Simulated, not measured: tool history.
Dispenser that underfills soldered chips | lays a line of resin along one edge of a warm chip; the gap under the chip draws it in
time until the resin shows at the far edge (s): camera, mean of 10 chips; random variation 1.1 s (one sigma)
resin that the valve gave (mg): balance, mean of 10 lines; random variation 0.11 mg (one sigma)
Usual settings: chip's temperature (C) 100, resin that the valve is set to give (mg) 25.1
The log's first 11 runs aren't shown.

run	hour	chip's temperature (C)	resin that the valve is set to give (mg)	hours of work since the syringe was changed	hours of work since the valve was cleaned	hours of work since the stage was calibrated	time until the resin shows at the far edge (s)	resin that the valve gave (mg)
# hour 110.3: new syringe of resin
12	116.3	100	25.1	4	117	362	114.7	23.29
# hour 126.8: new syringe of resin
13	127.3	100	32	0	125	370	93.4	29.16
14	136.9	100	32	7	131	377	123.6	29.38
# hour 140: dispensing valve cleaned and set on the balance
# hour 144.1: new syringe of resin
15	144.4	100	25.1	0	3	381	92.2	25.05
16	154.2	100	25.1	7	10	388	129	24.96
# hour 160.1: new syringe of resin
17	161.4	100	25.1	1	15	393	99.4	24.69
18	172.5	100	25.1	9	23	401	140	24.66
# hour 176.6: new syringe of resin
19	181.4	100	25.1	3	29	407	107.8	24.55
# hour 193.2: new syringe of resin
20	193.2	100	23.5	0	37	415	93.5	22.84
21	199.4	100	23.5	4	41	420	115.6	22.85
# hour 209.7: new syringe of resin
22	211	113	21.7	1	49	428	58	20.97
23	222.2	103	29.6	9	57	436	115.9	28.48
# hour 226.2: new syringe of resin
24	232.8	103	29.6	5	65	443	95.8	28.35
# hour 242.9: new syringe of resin
25	245.4	100	27.4	2	73	452	96	25.69
26	256.2	98	30.6	9	81	460	144.6	28.78
# hour 259.2: new syringe of resin
27	262.1	98	30.6	2	85	464	107.3	28.84
28	271.6	98	30.6	9	92	470	140.9	28.62
# hour 275.4: new syringe of resin
29	282.5	98	30.6	5	99	478	121.4	28.44
30	288.3	90	28.2	9	104	482	206.4	26.11
# hour 291.4: new syringe of resin
31	295.5	101	22.3	3	108	487	104.4	20.65
# hour 307.5: new syringe of resin
32	307.5	101	22.3	0	117	495	92	20.27
33	313.8	101	22.3	4	121	500	111.1	20.29
34	322.7	111	32.4	11	128	506	86.5	29.45
# hour 324: new syringe of resin
# hour 331.2: dispensing valve cleaned and set on the balance
35	334	111	32.4	6	2	513	72.9	32.53
36	339.9	87	26.9	11	6	517	256.9	26.77

Forecast each of these 3 alternatives for the next run:
# hour 341: new syringe of resin
A	351.7	100	25.1	8	14	526	?	?
# hour 341: new syringe of resin
B	351.7	102	25	8	14	526	?	?
# hour 341: new syringe of resin
C	351.7	111	22.8	8	14	526	?	?

run	time until the resin shows at the far edge (s)	resin that the valve gave (mg)
A	124.6	24.92
B	112.6	24.65
C	78.2	22.57
Without the tool's hidden state the same runs would have given:
run	time until the resin shows at the far edge (s)	resin that the valve gave (mg)
A	104.4	25.13
B	94.2	24.85
C	65.1	22.76
